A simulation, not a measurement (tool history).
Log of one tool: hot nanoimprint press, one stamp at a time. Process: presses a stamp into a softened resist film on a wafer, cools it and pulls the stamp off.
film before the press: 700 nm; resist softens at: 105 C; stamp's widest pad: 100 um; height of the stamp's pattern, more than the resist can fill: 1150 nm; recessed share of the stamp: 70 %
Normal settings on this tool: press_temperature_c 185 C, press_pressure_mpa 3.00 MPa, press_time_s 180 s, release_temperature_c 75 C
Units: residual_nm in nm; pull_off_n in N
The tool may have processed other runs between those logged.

Run 1, hour 0.0: usual settings. Result: residual_nm 259.3 nm, pull_off_n 185 N.
At hour 26.2: stamp cleaned and given a new release coat.
Run 2, hour 26.2: usual settings. Result: residual_nm 258.5 nm, pull_off_n 178 N.
Run 3, hour 43.1: usual settings. Result: residual_nm 260.5 nm, pull_off_n 185 N.
Run 4, hour 57.6: usual settings but press_time_s 191 s. Result: residual_nm 251.8 nm, pull_off_n 181 N.
Run 5, hour 75.7: usual settings but press_time_s 191 s. Result: residual_nm 253.4 nm, pull_off_n 187 N.
Run 6, hour 96.1: usual settings but press_time_s 191 s. Result: residual_nm 250.7 nm, pull_off_n 186 N.
Run 7, hour 117.6: usual settings but press_pressure_mpa 3.08 MPa, press_time_s 191 s. Result: residual_nm 251.3 nm, pull_off_n 187 N.
Run 8, hour 133.5: usual settings. Result: residual_nm 264.5 nm, pull_off_n 186 N.
Run 9, hour 152.5: usual settings. Result: residual_nm 261.4 nm, pull_off_n 189 N.
Run 10, hour 164.8: usual settings. Result: residual_nm 262.1 nm, pull_off_n 191 N.
Run 11, hour 181.9: usual settings but press_time_s 298 s. Result: residual_nm 218.7 nm, pull_off_n 189 N.
Run 12, hour 192.5: usual settings but press_time_s 298 s. Result: residual_nm 216.8 nm, pull_off_n 194 N.
At hour 215.7: stamp cleaned and given a new release coat.
Run 13, hour 215.7: usual settings but press_time_s 298 s. Result: residual_nm 218.1 nm, pull_off_n 185 N.
Run 14, hour 226.5: usual settings but press_time_s 298 s. Result: residual_nm 219.2 nm, pull_off_n 188 N.
Run 15, hour 247.8: usual settings but release_temperature_c 77 C. Result: residual_nm 262.5 nm, pull_off_n 175 N.
Run 16, hour 263.1: usual settings but press_time_s 155 s. Result: residual_nm 280.6 nm, pull_off_n 188 N.
Run 17, hour 284.4: usual settings but press_time_s 155 s. Result: residual_nm 280.8 nm, pull_off_n 192 N.
Run 18, hour 300.9: usual settings but press_temperature_c 190 C. Result: residual_nm 212.4 nm, pull_off_n 185 N.
Run 19, hour 315.2: usual settings but press_temperature_c 188 C, press_pressure_mpa 2.78 MPa, press_time_s 178 s, release_temperature_c 78 C. Result: residual_nm 245.3 nm, pull_off_n 177 N.
Run 20, hour 333.1: usual settings but press_temperature_c 181 C, press_pressure_mpa 3.73 MPa, press_time_s 262 s, release_temperature_c 63 C. Result: residual_nm 252.1 nm, pull_off_n 256 N.
Run 21, hour 343.9: usual settings but press_temperature_c 181 C, press_pressure_mpa 3.73 MPa, press_time_s 110 s, release_temperature_c 74 C. Result: residual_nm 339.9 nm, pull_off_n 192 N.
Run 22, hour 362.6: usual settings but press_temperature_c 181 C, press_pressure_mpa 3.73 MPa, press_time_s 110 s, release_temperature_c 74 C. Result: residual_nm 343.7 nm, pull_off_n 198 N.
Run 23, hour 383.6: usual settings but press_pressure_mpa 2.72 MPa. Result: residual_nm 285.1 nm, pull_off_n 194 N.
At hour 404.5: stamp cleaned and given a new release coat.
Run 24, hour 404.8: usual settings but press_temperature_c 174 C, press_pressure_mpa 2.11 MPa, press_time_s 317 s, release_temperature_c 66 C. Result: residual_nm 426.0 nm, pull_off_n 232 N.
Run 25, hour 420.2: usual settings but press_temperature_c 174 C, press_pressure_mpa 2.11 MPa, press_time_s 317 s, release_temperature_c 81 C. Result: residual_nm 431.3 nm, pull_off_n 156 N.
Run 26, hour 433.7: usual settings but press_temperature_c 179 C, press_time_s 105 s, release_temperature_c 62 C. Result: residual_nm 418.0 nm, pull_off_n 254 N.
Run 27, hour 445.3: usual settings but press_temperature_c 190 C, press_time_s 183 s, release_temperature_c 65 C. Result: residual_nm 215.0 nm, pull_off_n 236 N.
Run 28, hour 463.6: usual settings but press_time_s 330 s, release_temperature_c 61 C. Result: residual_nm 216.7 nm, pull_off_n 258 N.
Run 29, hour 481.9: usual settings but press_temperature_c 187 C, press_pressure_mpa 1.95 MPa. Result: residual_nm 311.6 nm, pull_off_n 188 N.

3 options for the next run, each taken on its own from the tool as it stands now. Forecast them:
Run A, hour 496.8: usual settings but press_temperature_c 189 C. Result: residual_nm ?, pull_off_n ?.
Run B, hour 496.8: usual settings but press_time_s 193 s. Result: residual_nm ?, pull_off_n ?.
Run C, hour 496.8: usual settings but press_temperature_c 187 C, press_pressure_mpa 3.74 MPa. Result: residual_nm ?, pull_off_n ?.

run  residual_nm  pull_off_n
  A        227.2         196
  B        263.5         191
  C        220.2         188
With the hidden condition removed and each run's random variation left untouched, the same runs would have given:
run  residual_nm  pull_off_n
  A        205.9         183
  B        238.8         178
  C        197.7         176
